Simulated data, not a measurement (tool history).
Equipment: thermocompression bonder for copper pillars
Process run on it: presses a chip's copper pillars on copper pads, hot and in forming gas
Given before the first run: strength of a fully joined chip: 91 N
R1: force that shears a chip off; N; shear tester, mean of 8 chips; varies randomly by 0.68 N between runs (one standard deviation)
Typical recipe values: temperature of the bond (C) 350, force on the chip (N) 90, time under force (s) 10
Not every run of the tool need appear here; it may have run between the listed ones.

{"run": 1, "day": 0.0, "temperature of the bond (C)": 350, "force on the chip (N)": 90, "time under force (s)": 10, "R1": 65.3}
{"run": 2, "day": 3.783, "temperature of the bond (C)": 350, "force on the chip (N)": 90, "time under force (s)": 10, "R1": 65.2}
{"run": 3, "day": 7.296, "temperature of the bond (C)": 350, "force on the chip (N)": 90, "time under force (s)": 24, "R1": 75.4}
{"run": 4, "day": 10.729, "temperature of the bond (C)": 350, "force on the chip (N)": 90, "time under force (s)": 24, "R1": 74.5}
{"day": 11.45, "done": "forming gas filter changed"}
{"run": 5, "day": 12.7, "temperature of the bond (C)": 350, "force on the chip (N)": 90, "time under force (s)": 16, "R1": 73.9}
{"run": 6, "day": 15.625, "temperature of the bond (C)": 350, "force on the chip (N)": 90, "time under force (s)": 6, "R1": 60.8}
{"run": 7, "day": 18.212, "temperature of the bond (C)": 350, "force on the chip (N)": 90, "time under force (s)": 10, "R1": 67.2}
{"run": 8, "day": 20.45, "temperature of the bond (C)": 350, "force on the chip (N)": 90, "time under force (s)": 10, "R1": 66.5}
{"run": 9, "day": 23.629, "temperature of the bond (C)": 350, "force on the chip (N)": 90, "time under force (s)": 10, "R1": 67.0}
{"run": 10, "day": 27.033, "temperature of the bond (C)": 350, "force on the chip (N)": 90, "time under force (s)": 10, "R1": 65.8}
{"day": 28.65, "done": "forming gas filter changed"}
{"run": 11, "day": 29.854, "temperature of the bond (C)": 350, "force on the chip (N)": 90, "time under force (s)": 10, "R1": 68.4}
{"run": 12, "day": 32.062, "temperature of the bond (C)": 350, "force on the chip (N)": 90, "time under force (s)": 10, "R1": 68.0}
{"day": 35.075, "done": "force cell calibrated"}
{"run": 13, "day": 35.558, "temperature of the bond (C)": 350, "force on the chip (N)": 90, "time under force (s)": 10, "R1": 67.0}
{"run": 14, "day": 39.167, "temperature of the bond (C)": 349, "force on the chip (N)": 68, "time under force (s)": 14, "R1": 63.5}
{"run": 15, "day": 40.971, "temperature of the bond (C)": 358, "force on the chip (N)": 63, "time under force (s)": 14, "R1": 64.7}
{"run": 16, "day": 45.004, "temperature of the bond (C)": 358, "force on the chip (N)": 63, "time under force (s)": 14, "R1": 62.6}
{"day": 45.854, "done": "forming gas filter changed"}
{"run": 17, "day": 47.221, "temperature of the bond (C)": 350, "force on the chip (N)": 72, "time under force (s)": 10, "R1": 62.5}
{"run": 18, "day": 49.688, "temperature of the bond (C)": 350, "force on the chip (N)": 72, "time under force (s)": 10, "R1": 62.0}
{"day": 50.158, "done": "heater calibrated with a thermocouple chip"}
{"run": 19, "day": 52.4, "temperature of the bond (C)": 350, "force on the chip (N)": 97, "time under force (s)": 13, "R1": 72.8}
{"run": 20, "day": 56.679, "temperature of the bond (C)": 369, "force on the chip (N)": 106, "time under force (s)": 13, "R1": 77.2}
{"run": 21, "day": 59.25, "temperature of the bond (C)": 369, "force on the chip (N)": 106, "time under force (s)": 13, "R1": 77.6}
{"day": 63.129, "done": "forming gas filter changed"}
{"run": 22, "day": 63.546, "temperature of the bond (C)": 335, "force on the chip (N)": 106, "time under force (s)": 13, "R1": 74.1}
{"run": 23, "day": 65.754, "temperature of the bond (C)": 350, "force on the chip (N)": 90, "time under force (s)": 17, "R1": 77.3}
{"day": 69.033, "done": "heater calibrated with a thermocouple chip, once more"}
{"run": 24, "day": 69.225, "temperature of the bond (C)": 350, "force on the chip (N)": 90, "time under force (s)": 17, "R1": 73.7}
{"run": 25, "day": 72.612, "temperature of the bond (C)": 356, "force on the chip (N)": 55, "time under force (s)": 10, "R1": 55.3}
{"run": 26, "day": 76.888, "temperature of the bond (C)": 375, "force on the chip (N)": 95, "time under force (s)": 6, "R1": 63.5}

Forecast each of these 5 alternatives for the next run:
{"day": 80.371, "done": "forming gas filter changed"}
{"run": "A", "day": 80.917, "temperature of the bond (C)": 359, "force on the chip (N)": 57, "time under force (s)": 6, "R1": "?"}
{"day": 80.371, "done": "forming gas filter changed"}
{"run": "B", "day": 80.917, "temperature of the bond (C)": 368, "force on the chip (N)": 58, "time under force (s)": 10, "R1": "?"}
{"day": 80.371, "done": "forming gas filter changed"}
{"run": "C", "day": 80.917, "temperature of the bond (C)": 323, "force on the chip (N)": 107, "time under force (s)": 8, "R1": "?"}
{"day": 80.371, "done": "forming gas filter changed"}
{"run": "D", "day": 80.917, "temperature of the bond (C)": 375, "force on the chip (N)": 66, "time under force (s)": 8, "R1": "?"}
{"day": 80.371, "done": "forming gas filter changed"}
{"run": "E", "day": 80.917, "temperature of the bond (C)": 337, "force on the chip (N)": 95, "time under force (s)": 6, "R1": "?"}

run=A R1=50.4
run=B R1=62.4
run=C R1=60.3
run=D R1=62.6
run=E R1=56.3
Stripped of hidden state, with their random variation kept, the same runs would have yielded:
run=A R1=49.2
run=B R1=61.2
run=C R1=59.1
run=D R1=61.4
run=E R1=55.0

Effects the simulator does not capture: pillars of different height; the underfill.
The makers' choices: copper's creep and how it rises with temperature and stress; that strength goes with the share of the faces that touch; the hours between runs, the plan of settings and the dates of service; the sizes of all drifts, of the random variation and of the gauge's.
